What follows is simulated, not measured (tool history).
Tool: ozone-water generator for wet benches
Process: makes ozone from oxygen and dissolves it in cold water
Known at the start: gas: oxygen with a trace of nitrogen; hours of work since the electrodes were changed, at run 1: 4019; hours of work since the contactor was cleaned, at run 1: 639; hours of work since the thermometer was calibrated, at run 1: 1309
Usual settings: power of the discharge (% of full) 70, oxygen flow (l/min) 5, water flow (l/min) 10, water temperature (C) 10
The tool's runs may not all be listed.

run,hour,power of the discharge (% of full),oxygen flow (l/min),water flow (l/min),water temperature (C),hours of work since the electrodes were changed,hours of work since the contactor was cleaned,hours of work since the thermometer was calibrated,dissolved ozone (ppm),ozone in the gas ahead of the water (g/m3)
1,0,70,5,10,10,4019,639,1309,23.1,141.6
2,83.2,70,5,10,12,4086,706,1376,22.1,142.5
3,192.6,70,5,6,10,4174,794,1464,30.4,140.9
4,304.5,70,5,6,10,4264,885,1554,30.1,141.6
5,405.2,70,5,6,10,4345,966,1635,30.2,140
6,477.5,70,5,10,6,4404,1024,1694,23.8,141.6
7,560.4,70,5,10,6,4471,1091,1761,23.8,140.7
8,651.7,70,5,10,10,4544,1165,1834,22.5,140
9,744.1,70,5,6,10,4619,1239,1909,29.9,139.4
10,850.3,70,5,6,10,4705,1325,1995,29.8,139.2
11,902.4,70,5,10,10,4747,1367,2037,21.9,139.3
12,1017.7,71,5,10,10,4840,1460,2130,21.7,139
13,1107.9,71,5,10,10,4912,1533,2202,22,141.1
14,1220.7,73,5,10,10,5003,1624,2293,22.3,140.8
15,1327.6,70,5,10,10,5090,1710,2380,21.6,136.9
16,1442.3,70,5,10,10,5182,1803,2472,21.3,137.4
17,1526.4,70,5,10,10,5250,1870,2540,21.4,135.6
18,1587.7,93,5,10,10,5299,1920,2589,25.2,159.2
19,1677.3,95,5,10,18,5372,1992,2662,21.6,160.3
20,1781.3,70,5,10,12,5456,2076,2746,20.4,135.5
# hour 1818.4: water thermometer calibrated
21,1880.7,47,4.46,10,12,5535,2156,50,16.6,114.1

The next listed run, before its measurement:
22,1932.8,47,4.46,10,12,5577,2198,92,?,?

{"run 22": {"dissolved ozone (ppm)": 16.5, "ozone in the gas ahead of the water (g/m3)": 114.4}}
Without the tool's hidden state the same run would have given dissolved ozone (ppm) 19.5, ozone in the gas ahead of the water (g/m3) 132.7.
